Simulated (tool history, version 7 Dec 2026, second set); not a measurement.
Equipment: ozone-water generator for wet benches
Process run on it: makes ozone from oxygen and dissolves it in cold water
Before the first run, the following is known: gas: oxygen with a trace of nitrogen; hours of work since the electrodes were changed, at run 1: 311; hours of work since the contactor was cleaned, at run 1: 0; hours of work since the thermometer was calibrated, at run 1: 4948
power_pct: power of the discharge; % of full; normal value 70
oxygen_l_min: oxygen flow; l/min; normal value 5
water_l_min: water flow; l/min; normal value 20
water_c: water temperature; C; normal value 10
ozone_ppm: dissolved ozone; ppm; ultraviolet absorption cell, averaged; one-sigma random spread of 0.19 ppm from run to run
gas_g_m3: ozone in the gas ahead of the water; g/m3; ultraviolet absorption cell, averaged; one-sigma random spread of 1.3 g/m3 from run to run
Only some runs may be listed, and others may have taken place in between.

| run | hour | power_pct | oxygen_l_min | water_l_min | water_c | hours of work since the electrodes were changed | hours of work since the contactor was cleaned | hours of work since the thermometer was calibrated | ozone_ppm | gas_g_m3 |
|---|---|---|---|---|---|---|---|---|---|---|
| 1 | 0 | 70 | 5 | 20 | 10 | 311 | 0 | 4948 | 25.9 | 247.9 |
| 2 | 169.4 | 70 | 5 | 20 | 10 | 435 | 124 | 5072 | 26 | 247.4 |
| 3 | 334.9 | 70 | 5 | 20 | 10 | 556 | 245 | 5193 | 25.4 | 250 |
|  | 363.1 | water thermometer calibrated |
| 4 | 465.4 | 70 | 7.53 | 20 | 10 | 651 | 340 | 75 | 25.8 | 196.9 |
| 5 | 618.2 | 70 | 7.53 | 20 | 10 | 763 | 452 | 186 | 25.4 | 192.5 |
| 6 | 746.6 | 70 | 7.53 | 20 | 10 | 857 | 545 | 280 | 25.1 | 194.4 |
| 7 | 880.3 | 70 | 5 | 20 | 10 | 954 | 643 | 378 | 25.6 | 247 |
| 8 | 971.1 | 70 | 5 | 20 | 10 | 1021 | 710 | 444 | 25.3 | 244.2 |
|  | 1064.8 | water thermometer calibrated, once more |
| 9 | 1135.4 | 70 | 5 | 20 | 10 | 1141 | 829 | 52 | 25.3 | 245.9 |
| 10 | 1241.3 | 70 | 5 | 20 | 10 | 1218 | 907 | 129 | 25.3 | 248 |
| 11 | 1408.9 | 43 | 5 | 20 | 10 | 1341 | 1029 | 252 | 18.2 | 177.1 |
| 12 | 1522.9 | 43 | 5 | 20 | 10 | 1424 | 1113 | 335 | 18.3 | 177.3 |
| 13 | 1650.3 | 43 | 5 | 20 | 10 | 1517 | 1206 | 428 | 18.2 | 177.2 |
| 14 | 1730.4 | 43 | 5 | 20 | 10 | 1576 | 1264 | 487 | 18.2 | 175.7 |
| 15 | 1884.1 | 70 | 5 | 20 | 10 | 1688 | 1377 | 599 | 25.4 | 245.7 |
| 16 | 2056.8 | 70 | 5 | 20 | 10 | 1814 | 1503 | 725 | 24.9 | 243.9 |
| 17 | 2193.7 | 69 | 8.63 | 20 | 14 | 1914 | 1603 | 825 | 22.9 | 177.6 |
| 18 | 2267.5 | 69 | 8.63 | 18 | 14 | 1968 | 1657 | 879 | 24.6 | 176.1 |
| 19 | 2379.5 | 74 | 5 | 27 | 10 | 2050 | 1739 | 961 | 19 | 253.9 |
| 20 | 2491.7 | 74 | 4.77 | 13 | 15 | 2132 | 1821 | 1043 | 35.2 | 258.7 |
| 21 | 2578.6 | 74 | 4.77 | 13 | 15 | 2196 | 1884 | 1107 | 35.3 | 259.4 |

Estimate the outcome of run 22 from the log above:
| 22 | 2705.5 | 88 | 4.77 | 16 | 15 | 2288 | 1977 | 1199 | ? | ? |

{"run 22": {"ozone_ppm": 33.7, "gas_g_m3": 290.1}}
With no hidden state in the tool, this same run would have given ozone_ppm 36 ppm, gas_g_m3 301.4 g/m3.
